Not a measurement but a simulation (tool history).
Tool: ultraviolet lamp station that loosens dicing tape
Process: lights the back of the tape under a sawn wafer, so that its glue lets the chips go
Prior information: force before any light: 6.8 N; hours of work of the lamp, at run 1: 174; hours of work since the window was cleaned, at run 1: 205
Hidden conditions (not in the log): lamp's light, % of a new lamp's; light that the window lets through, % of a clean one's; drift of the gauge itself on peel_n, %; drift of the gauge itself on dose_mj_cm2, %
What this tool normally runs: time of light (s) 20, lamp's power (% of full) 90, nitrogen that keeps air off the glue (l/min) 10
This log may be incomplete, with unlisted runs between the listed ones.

run	day	time of light (s)	lamp's power (% of full)	nitrogen that keeps air off the glue (l/min)	hours of work of the lamp	hours of work since the window was cleaned	force that peels the tape off (N)	light that reached the tape (mJ/cm²)
1	0.000	20	90	10	174	205	0.254	416
2	2.083	20	90	10	197	227	0.247	406
3	3.071	20	90	8	207	238	0.293	399
4	4.367	20	90	8	221	252	0.302	397
5	5.662	20	90	8	236	266	0.318	390
6	7.558	20	90	8	256	287	0.328	380
7	9.138	20	90	8	273	304	0.344	378
8	11.142	33	90	10	295	326	0.095	606
# day 11.946: window cleaned of glue's vapour
9	12.988	33	90	10	315	11	0.101	588
10	14.933	33	90	10	336	32	0.104	580
# day 16.150: window cleaned of glue's vapour, once more
11	16.246	33	90	10	350	1	0.100	607
12	17.362	20	90	13	362	13	0.302	366
13	19.312	20	90	13	383	34	0.301	358
14	20.804	20	90	10	399	51	0.358	353
15	22.483	20	90	5	418	69	0.551	349
16	23.675	17	73	5	431	82	1.201	236
17	24.983	26	89	9	445	96	0.220	438
18	26.000	21	71	8	456	107	0.757	276
19	27.538	22	95	6	473	124	0.408	377
20	29.350	37	79	10	492	143	0.133	520
21	31.225	20	90	7	513	164	0.585	316
22	32.629	16	90	16	528	179	0.705	245
23	34.617	11	61	7	549	200	2.752	111
24	36.475	11	61	7	570	221	2.820	107
25	37.804	11	61	7	584	235	2.827	108
26	39.829	24	61	4	606	257	1.416	231
27	41.667	12	68	8	626	277	2.332	128
28	43.258	31	90	14	643	294	0.181	416
29	44.279	31	90	14	654	305	0.187	412

Here are 5 independent what-if runs from the current tool condition. What would each one return?
A	45.904	23	84	14	672	323	?	?
B	45.904	11	62	14	672	323	?	?
C	45.904	28	63	10	672	323	?	?
D	45.904	23	88	6	672	323	?	?
E	45.904	39	90	19	672	323	?	?

run	force that peels the tape off (N)	light that reached the tape (mJ/cm²)
A	0.566	278
B	2.696	101
C	0.779	258
D	0.734	292
E	0.112	517
Had the tool no hidden state, the same runs would have come out as:
run	force that peels the tape off (N)	light that reached the tape (mJ/cm²)
A	0.122	515
B	1.255	185
C	0.165	475
D	0.168	542
E	0.069	950

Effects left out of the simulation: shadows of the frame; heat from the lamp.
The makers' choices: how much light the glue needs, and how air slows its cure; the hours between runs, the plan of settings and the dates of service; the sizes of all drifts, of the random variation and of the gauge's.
